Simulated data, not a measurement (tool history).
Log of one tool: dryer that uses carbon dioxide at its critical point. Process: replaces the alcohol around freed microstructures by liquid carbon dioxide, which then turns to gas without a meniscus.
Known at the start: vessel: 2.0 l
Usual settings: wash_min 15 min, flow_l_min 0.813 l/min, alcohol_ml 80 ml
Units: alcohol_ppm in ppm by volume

Run 1, hour 0: usual settings. Result: alcohol_ppm 566 ppm by volume.
Run 2, hour 12.1: usual settings. Result: alcohol_ppm 585 ppm by volume.
Run 3, hour 22.5: usual settings but wash_min 9 min. Result: alcohol_ppm 3084 ppm by volume.
Run 4, hour 33.7: usual settings but wash_min 22 min. Result: alcohol_ppm 122 ppm by volume.
Run 5, hour 44.1: usual settings but wash_min 22 min. Result: alcohol_ppm 129 ppm by volume.
Run 6, hour 61: usual settings but wash_min 22 min, flow_l_min 0.531 l/min. Result: alcohol_ppm 817 ppm by volume.
Run 7, hour 71.5: usual settings but flow_l_min 0.583 l/min. Result: alcohol_ppm 2073 ppm by volume.
Run 8, hour 87.8: usual settings but flow_l_min 0.583 l/min. Result: alcohol_ppm 2108 ppm by volume.
Run 9, hour 107.8: usual settings but flow_l_min 0.583 l/min. Result: alcohol_ppm 2086 ppm by volume.
Run 10, hour 131: usual settings but flow_l_min 0.583 l/min. Result: alcohol_ppm 2151 ppm by volume.
Run 11, hour 152.4: usual settings but wash_min 17 min, flow_l_min 0.521 l/min. Result: alcohol_ppm 2138 ppm by volume.
Run 12, hour 166.6: usual settings but wash_min 21 min, flow_l_min 0.6 l/min, alcohol_ml 97 ml. Result: alcohol_ppm 735 ppm by volume.
Run 13, hour 178.3: usual settings but wash_min 11 min, flow_l_min 0.679 l/min. Result: alcohol_ppm 3147 ppm by volume.
Run 14, hour 196.4: usual settings but wash_min 11 min, flow_l_min 0.809 l/min, alcohol_ml 56 ml. Result: alcohol_ppm 1374 ppm by volume.
Run 15, hour 219.5: usual settings but wash_min 10 min, flow_l_min 0.521 l/min, alcohol_ml 58 ml. Result: alcohol_ppm 5234 ppm by volume.
Run 16, hour 240.5: usual settings but wash_min 10 min, flow_l_min 0.521 l/min, alcohol_ml 58 ml. Result: alcohol_ppm 5202 ppm by volume.
Run 17, hour 254: usual settings but wash_min 10 min, flow_l_min 0.521 l/min, alcohol_ml 58 ml. Result: alcohol_ppm 5301 ppm by volume.
Run 18, hour 276.9: usual settings but wash_min 10 min, flow_l_min 0.521 l/min, alcohol_ml 58 ml. Result: alcohol_ppm 5322 ppm by volume.
Run 19, hour 294.9: usual settings but wash_min 10 min, flow_l_min 0.521 l/min, alcohol_ml 58 ml. Result: alcohol_ppm 5326 ppm by volume.

Forecast each of these 3 alternatives for the next run:
Run A, hour 316.5: usual settings but wash_min 14 min, flow_l_min 0.521 l/min, alcohol_ml 58 ml. Result: alcohol_ppm ?.
Run B, hour 316.5: usual settings but flow_l_min 0.626 l/min, alcohol_ml 48 ml. Result: alcohol_ppm ?.
Run C, hour 316.5: usual settings but wash_min 10 min, flow_l_min 0.521 l/min, alcohol_ml 23 ml. Result: alcohol_ppm ?.

run  alcohol_ppm
  A         2751
  B         1113
  C         2143
Without the tool's hidden state the same runs would have given:
run  alcohol_ppm
  A         2270
  B          838
  C         1839

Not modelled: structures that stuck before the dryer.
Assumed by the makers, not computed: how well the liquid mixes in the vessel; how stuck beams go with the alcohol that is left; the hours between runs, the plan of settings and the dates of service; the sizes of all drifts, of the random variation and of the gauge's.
